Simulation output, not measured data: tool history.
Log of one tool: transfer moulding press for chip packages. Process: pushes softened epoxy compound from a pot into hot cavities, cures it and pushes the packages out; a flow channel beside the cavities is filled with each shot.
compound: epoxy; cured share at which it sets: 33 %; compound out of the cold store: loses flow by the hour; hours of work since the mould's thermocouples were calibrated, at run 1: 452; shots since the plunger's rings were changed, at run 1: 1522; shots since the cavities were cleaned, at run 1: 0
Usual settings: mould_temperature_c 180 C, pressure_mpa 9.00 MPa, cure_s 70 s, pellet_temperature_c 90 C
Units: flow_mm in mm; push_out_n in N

| run | hour | mould_temperature_c | pressure_mpa | cure_s | pellet_temperature_c | hours of work since the mould's thermocouples were calibrated | shots since the plunger's rings were changed | shots since the cavities were cleaned | incoming compound's hours out of the cold store | flow_mm | push_out_n |
|---|---|---|---|---|---|---|---|---|---|---|---|
| 1 | 0.0 | 180 | 9.00 | 70 | 90 | 452 | 1522 | 0 | 17.1 | 912 | 242 |
| 2 | 37.9 | 180 | 9.00 | 70 | 90 | 475 | 2065 | 543 | 18.8 | 913 | 395 |
|  | 45.6 | cavities cleaned with cleaning compound and waxed |
| 3 | 69.9 | 180 | 9.00 | 70 | 90 | 494 | 2500 | 348 | 26.6 | 891 | 338 |
|  | 91.9 | cavities cleaned with cleaning compound and waxed |
|  | 101.7 | plunger's sealing rings changed |
| 4 | 101.7 | 180 | 9.00 | 70 | 90 | 511 | 0 | 104 | 18.4 | 920 | 268 |
|  | 138.3 | cavities cleaned with cleaning compound and waxed |
| 5 | 140.2 | 180 | 9.00 | 82 | 90 | 533 | 530 | 28 | 46.2 | 843 | 175 |
| 6 | 165.5 | 180 | 9.00 | 82 | 90 | 549 | 891 | 389 | 27.7 | 902 | 270 |
|  | 182.2 | cavities cleaned with cleaning compound and waxed |
| 7 | 185.4 | 180 | 9.00 | 82 | 90 | 560 | 1153 | 45 | 13.7 | 934 | 183 |
| 8 | 207.1 | 180 | 9.00 | 82 | 90 | 574 | 1465 | 357 | 38.9 | 854 | 260 |
|  | 226.2 | cavities cleaned with cleaning compound and waxed |
| 9 | 240.8 | 180 | 9.00 | 82 | 90 | 593 | 1924 | 209 | 35.1 | 858 | 231 |
| 10 | 258.4 | 180 | 9.00 | 82 | 90 | 604 | 2176 | 461 | 43.6 | 837 | 272 |
|  | 269.1 | cavities cleaned with cleaning compound and waxed |
| 11 | 291.7 | 180 | 9.00 | 82 | 90 | 624 | 2631 | 323 | 23.0 | 894 | 255 |
|  | 314.1 | plunger's sealing rings changed |
|  | 315.6 | cavities cleaned with cleaning compound and waxed |
| 12 | 327.5 | 180 | 9.00 | 82 | 90 | 643 | 170 | 170 | 30.2 | 894 | 232 |
| 13 | 352.2 | 180 | 9.00 | 82 | 90 | 658 | 524 | 524 | 14.7 | 943 | 295 |
|  | 360.6 | cavities cleaned with cleaning compound and waxed |
| 14 | 388.5 | 180 | 9.00 | 70 | 88 | 680 | 1022 | 399 | 11.5 | 935 | 368 |
|  | 406.9 | cavities cleaned with cleaning compound and waxed |
| 15 | 408.0 | 180 | 9.53 | 70 | 88 | 691 | 1278 | 15 | 46.8 | 861 | 237 |
| 16 | 430.1 | 180 | 9.00 | 70 | 83 | 704 | 1595 | 332 | 21.7 | 893 | 343 |
|  | 449.8 | cavities cleaned with cleaning compound and waxed |
| 17 | 463.0 | 180 | 9.00 | 70 | 83 | 723 | 2044 | 189 | 16.9 | 910 | 325 |
| 18 | 486.4 | 180 | 9.00 | 82 | 90 | 738 | 2379 | 524 | 36.7 | 857 | 292 |
|  | 493.4 | cavities cleaned with cleaning compound and waxed |
|  | 529.3 | plunger's sealing rings changed |
| 19 | 529.3 | 180 | 7.39 | 70 | 91 | 762 | 0 | 478 | 43.4 | 777 | 362 |
|  | 540.2 | cavities cleaned with cleaning compound and waxed |
| 20 | 561.5 | 180 | 7.39 | 70 | 91 | 780 | 439 | 305 | 43.9 | 772 | 341 |
|  | 583.2 | cavities cleaned with cleaning compound and waxed |
| 21 | 596.4 | 180 | 7.39 | 70 | 91 | 801 | 916 | 188 | 18.2 | 830 | 283 |
|  | 627.7 | cavities cleaned with cleaning compound and waxed |
| 22 | 630.6 | 187 | 9.00 | 84 | 90 | 821 | 1384 | 41 | 32.9 | 851 | 169 |
| 23 | 652.0 | 180 | 9.00 | 99 | 90 | 834 | 1690 | 347 | 19.6 | 907 | 229 |
|  | 672.3 | cavities cleaned with cleaning compound and waxed |
| 24 | 675.8 | 180 | 9.00 | 109 | 92 | 848 | 2009 | 50 | 30.8 | 865 | 175 |
| 25 | 699.6 | 180 | 10.91 | 54 | 92 | 862 | 2349 | 390 | 37.9 | 933 | 664 |
|  | 716.9 | cavities cleaned with cleaning compound and waxed |
| 26 | 738.7 | 180 | 10.91 | 54 | 92 | 885 | 2886 | 311 | 38.1 | 931 | 617 |
|  | 744.2 | plunger's sealing rings changed |
|  | 751.2 | mould's thermocouples calibrated |
|  | 767.2 | cavities cleaned with cleaning compound and waxed |
| 27 | 783.4 | 180 | 10.91 | 54 | 92 | 19 | 511 | 231 | 11.3 | 1041 | 606 |

Forecast each of these 4 alternatives for the next run:
|  | 810.6 | cavities cleaned with cleaning compound and waxed |
| A | 817.7 | 180 | 7.12 | 104 | 92 | 39 | 981 | 102 | 32.1 | ? | ? |
|  | 810.6 | cavities cleaned with cleaning compound and waxed |
| B | 817.7 | 173 | 10.73 | 105 | 92 | 39 | 981 | 102 | 46.0 | ? | ? |
|  | 810.6 | cavities cleaned with cleaning compound and waxed |
| C | 817.7 | 182 | 9.53 | 54 | 91 | 39 | 981 | 102 | 18.1 | ? | ? |
|  | 810.6 | cavities cleaned with cleaning compound and waxed |
| D | 817.7 | 180 | 7.59 | 54 | 90 | 39 | 981 | 102 | 13.7 | ? | ? |

| run | flow_mm | push_out_n |
|---|---|---|
| A | 783 | 176 |
| B | 940 | 184 |
| C | 944 | 475 |
| D | 861 | 529 |
Without the tool's hidden state the same runs would have given:
| run | flow_mm | push_out_n |
|---|---|---|
| A | 791 | 150 |
| B | 950 | 157 |
| C | 954 | 403 |
| D | 870 | 450 |
